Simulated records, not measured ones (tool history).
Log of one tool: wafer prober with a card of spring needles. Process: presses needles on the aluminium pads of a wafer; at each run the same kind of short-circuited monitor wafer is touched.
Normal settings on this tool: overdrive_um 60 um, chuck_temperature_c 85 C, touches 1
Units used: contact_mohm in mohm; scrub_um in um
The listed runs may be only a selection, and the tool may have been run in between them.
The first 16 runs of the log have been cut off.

| run | hour | overdrive_um | chuck_temperature_c | touches | contact_mohm | scrub_um |
|---|---|---|---|---|---|---|
| 17 | 244.9 | 60 | 85 | 1 | 293 | 15.71 |
|  | 254.5 | tips cleaned on abrasive film |
| 18 | 258.3 | 67 | 85 | 2 | 234 | 17.48 |
|  | 275.4 | tips cleaned on abrasive film |
| 19 | 281.7 | 67 | 85 | 2 | 245 | 17.44 |
| 20 | 294.5 | 54 | 47 | 3 | 251 | 14.09 |
|  | 296.1 | tips cleaned on abrasive film |
| 21 | 315.9 | 55 | 47 | 3 | 247 | 14.36 |
|  | 317 | tips cleaned on abrasive film |
| 22 | 329.9 | 55 | 47 | 3 | 244 | 14.38 |
|  | 338.2 | tips cleaned on abrasive film |
| 23 | 351 | 58 | 85 | 1 | 299 | 15.11 |
|  | 359.3 | tips cleaned on abrasive film |
| 24 | 366.3 | 64 | 79 | 3 | 237 | 16.65 |
|  | 379.7 | tips cleaned on abrasive film |
| 25 | 384.4 | 52 | 42 | 2 | 254 | 13.49 |
| 26 | 395.9 | 60 | 85 | 2 | 267 | 15.57 |
|  | 401.1 | tips cleaned on abrasive film |
| 27 | 413 | 60 | 85 | 2 | 271 | 15.57 |
|  | 420 | height of the first contact set anew |
|  | 422.1 | tips cleaned on abrasive film |
| 28 | 424.6 | 60 | 43 | 2 | 232 | 15.72 |
|  | 442.5 | tips cleaned on abrasive film |
| 29 | 442.5 | 71 | 76 | 2 | 214 | 18.62 |
| 30 | 456.5 | 54 | 85 | 1 | 315 | 14.2 |
|  | 463.3 | tips cleaned on abrasive film |
| 31 | 466.6 | 42 | 46 | 2 | 258 | 10.97 |
|  | 484.1 | tips cleaned on abrasive film |
| 32 | 485.2 | 72 | 83 | 3 | 220 | 18.81 |
|  | 504.5 | tips cleaned on abrasive film |
| 33 | 506.3 | 41 | 69 | 2 | 253 | 10.7 |

Branching from run 33: 4 alternative next runs. What would each branch give?
|  | 525.7 | tips cleaned on abrasive film |
| A | 525.7 | 55 | 28 | 1 | ? | ? |
|  | 525.7 | tips cleaned on abrasive film |
| B | 525.7 | 41 | 69 | 3 | ? | ? |
|  | 525.7 | tips cleaned on abrasive film |
| C | 525.7 | 67 | 51 | 1 | ? | ? |
|  | 525.7 | tips cleaned on abrasive film |
| D | 525.7 | 57 | 69 | 2 | ? | ? |

| run | contact_mohm | scrub_um |
|---|---|---|
| A | 219 | 14.3 |
| B | 232 | 10.67 |
| C | 218 | 17.48 |
| D | 225 | 14.89 |
Without the tool's hidden state the same runs would have given:
| run | contact_mohm | scrub_um |
|---|---|---|
| A | 206 | 14.41 |
| B | 223 | 10.78 |
| C | 209 | 17.59 |
| D | 217 | 15.01 |
